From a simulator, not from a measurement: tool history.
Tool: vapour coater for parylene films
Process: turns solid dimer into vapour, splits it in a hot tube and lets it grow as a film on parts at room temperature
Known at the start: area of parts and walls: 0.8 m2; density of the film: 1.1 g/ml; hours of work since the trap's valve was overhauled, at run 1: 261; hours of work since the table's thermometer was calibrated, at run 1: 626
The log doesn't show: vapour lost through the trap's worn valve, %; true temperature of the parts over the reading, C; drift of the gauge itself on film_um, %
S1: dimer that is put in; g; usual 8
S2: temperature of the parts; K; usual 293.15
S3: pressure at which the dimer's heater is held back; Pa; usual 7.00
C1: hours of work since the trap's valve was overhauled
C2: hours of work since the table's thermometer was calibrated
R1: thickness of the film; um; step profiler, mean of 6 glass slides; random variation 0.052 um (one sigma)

Run 1, hour 0.0: usual settings; C1 261; C2 626. Result: R1 5.63 um.
Run 2, hour 45.2: usual settings; C1 282; C2 647. Result: R1 5.54 um.
Run 3, hour 99.3: usual settings; C1 307; C2 672. Result: R1 5.54 um.
Run 4, hour 145.5: usual settings; C1 328; C2 693. Result: R1 5.44 um.
Run 5, hour 188.7: usual settings; C1 348; C2 713. Result: R1 5.43 um.
At hour 212.5: trap's valve overhauled.
Run 6, hour 243.5: usual settings; C1 14; C2 737. Result: R1 6.07 um.
Run 7, hour 287.9: usual settings; C1 35; C2 758. Result: R1 6.04 um.
Run 8, hour 348.2: usual settings; C1 63; C2 785. Result: R1 5.96 um.
Run 9, hour 378.6: usual settings; C1 77; C2 800. Result: R1 5.88 um.
Run 10, hour 423.4: usual settings but S2 288.15 K; C1 98; C2 820. Result: R1 7.26 um.
Run 11, hour 457.7: usual settings but S1 4 g, S2 301.15 K, S3 2.80 Pa; C1 114; C2 836. Result: R1 2.22 um.
Run 12, hour 485.3: usual settings but S1 4 g, S2 301.15 K, S3 2.80 Pa; C1 126; C2 849. Result: R1 2.23 um.
At hour 491.6: table's thermometer calibrated.
Run 13, hour 545.6: usual settings but S1 4 g, S2 301.15 K, S3 2.80 Pa; C1 154; C2 25. Result: R1 2.20 um.
Run 14, hour 574.1: usual settings but S1 4 g, S2 301.15 K, S3 2.80 Pa; C1 167; C2 38. Result: R1 2.21 um.
Run 15, hour 600.5: usual settings but S1 4 g, S2 301.15 K, S3 2.80 Pa; C1 179; C2 50. Result: R1 2.21 um.
Run 16, hour 639.4: usual settings but S1 4 g, S2 301.15 K, S3 2.80 Pa; C1 197; C2 68. Result: R1 2.15 um.
Run 17, hour 682.8: usual settings but S1 4 g, S3 2.12 Pa; C1 217; C2 89. Result: R1 3.18 um.

Run 18 comes next. What will it give?
At hour 718.4: table's thermometer calibrated, once more.
Run 18, hour 740.9: usual settings but S1 4 g, S2 299.15 K, S3 2.26 Pa; C1 244; C2 10. Result: R1 ?.

R1: 2.32 um
Without the tool's hidden state the same run would have given R1 2.54 um.
